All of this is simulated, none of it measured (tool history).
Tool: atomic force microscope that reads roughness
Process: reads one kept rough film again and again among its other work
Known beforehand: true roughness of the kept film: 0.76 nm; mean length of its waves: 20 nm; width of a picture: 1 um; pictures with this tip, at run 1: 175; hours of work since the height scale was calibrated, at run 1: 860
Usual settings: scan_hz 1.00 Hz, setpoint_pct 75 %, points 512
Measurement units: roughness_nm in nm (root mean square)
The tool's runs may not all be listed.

run      day  scan_hz  setpoint_pct  points  pictures with this tip  hours of work since the height scale was calibrated  roughness_nm
  1    0.000     1.00            75     512                     175                                                  860         0.684
  2    2.379     1.00            75     512                     261                                                  898         0.680
       2.608  -- new tip fitted
  3    4.171     1.00            75     512                      57                                                  926         0.679
  4    6.179     1.00            75     512                     130                                                  958         0.678
  5    8.396     1.00            75     512                     211                                                  994         0.682
      10.000  -- new tip fitted
  6   10.429     1.00            75     512                      15                                                 1026         0.679
  7   12.708     1.00            75     512                      99                                                 1062         0.683
  8   14.692     1.00            75     512                     171                                                 1094         0.674
  9   16.304     1.00            60     512                     230                                                 1119         0.692
      17.471  -- new tip fitted
 10   19.375     1.00            75     512                      70                                                 1168         0.694
 11   21.908     1.00            75     512                     162                                                 1208         0.681
 12   24.250     1.00            75     512                     248                                                 1246         0.670
      24.808  -- new tip fitted
 13   27.188     1.00            75     512                      87                                                 1292         0.683
 14   28.908     1.00            75     512                     150                                                 1320         0.681
 15   30.700     0.55            75     512                     215                                                 1348         0.692
      32.133  -- new tip fitted
 16   32.875     1.00            62     512                      27                                                 1382         0.690
 17   34.742     1.21            75     512                      95                                                 1412         0.682
 18   36.729     1.21            75     512                     167                                                 1444         0.672
 19   38.912     1.00            84     512                     247                                                 1479         0.673
      39.467  -- new tip fitted
 20   41.400     1.00            75     512                      71                                                 1518         0.680
 21   43.842     1.00            75     512                     160                                                 1557         0.684
 22   45.158     1.00            60     512                     208                                                 1578         0.691
      46.938  -- new tip fitted
 23   47.596     1.00            82     512                      24                                                 1616         0.660
 24   49.729     1.00            82     512                     102                                                 1650         0.666
 25   51.975     1.00            82     512                     183                                                 1686         0.663
 26   53.817     1.00            84     494                     251                                                 1716         0.662
      54.288  -- new tip fitted
 27   56.258     1.00            84     494                      72                                                 1754         0.671
 28   59.250     1.00            74     986                     181                                                 1802         0.688
 29   61.150     1.00            62     369                     250                                                 1832         0.674
      61.646  -- new tip fitted
 30   63.900     1.00            62     369                      82                                                 1876         0.679
 31   65.562     1.00            60     512                     142                                                 1902         0.689
 32   68.425     2.74            60     512                     247                                                 1948         0.678
      69.021  -- new tip fitted
 33   71.250     1.00            70     697                      81                                                 1992         0.687
 34   73.025     2.16            76     263                     146                                                 2021         0.647
 35   74.562     2.16            76     263                     202                                                 2045         0.645
      76.383  -- new tip fitted
 36   77.583     3.98            76     263                      44                                                 2093         0.614
 37   79.967     3.98            76     263                     131                                                 2131         0.612
 38   81.700     1.00            70    1004                     194                                                 2159         0.693
      83.612  -- new tip fitted
 39   83.946     1.00            84    1004                      12                                                 2194         0.683
 40   86.321     1.00            68     297                      99                                                 2232         0.680
 41   88.988     1.00            68     297                     196                                                 2275         0.669
      90.871  -- new tip fitted
 42   91.125     1.33            66     585                       9                                                 2308         0.680
 43   93.950     1.33            66     585                     112                                                 2353         0.691
      96.342  -- height scale calibrated on a step standard
 44   96.812     0.84            68     653                     215                                                    7         0.688
      98.321  -- new tip fitted
 45   99.621     0.84            68    1003                      48                                                   52         0.690
 46  102.617     2.16            57     656                     157                                                  100         0.690

Pick out some run-to-run changes in roughness_nm. Of each, how much would a tool without hidden state show as well, from the settings, what came in and chance, and how much is left for the hidden state and any gauge scatter not in both results compared?
Hidden state at play: radius of the tip, nm; height scale over the true one, %; drift of the gauge itself on roughness_nm, %.
Run 2 -> 3: new tip fitted. roughness_nm -0.001 nm (root mean square): hidden state +0.005, all else -0.006.
Run 5 -> 6: new tip fitted. roughness_nm -0.003 nm (root mean square): hidden state +0.004, all else -0.007.
Run 26 -> 27: new tip fitted. roughness_nm +0.009 nm (root mean square): hidden state +0.004, all else +0.005.
Run 33 -> 34: scan_hz 1.00 -> 2.16, setpoint_pct 70 -> 76, points 697 -> 263. roughness_nm -0.040 nm (root mean square): hidden state -0.001, all else -0.039.
Run 35 -> 36: scan_hz 2.16 -> 3.98, new tip fitted. roughness_nm -0.031 nm (root mean square): hidden state +0.003, all else -0.034.
Run 37 -> 38: scan_hz 3.98 -> 1.00, setpoint_pct 76 -> 70, points 263 -> 1004. roughness_nm +0.081 nm (root mean square): hidden state -0.001, all else +0.082.
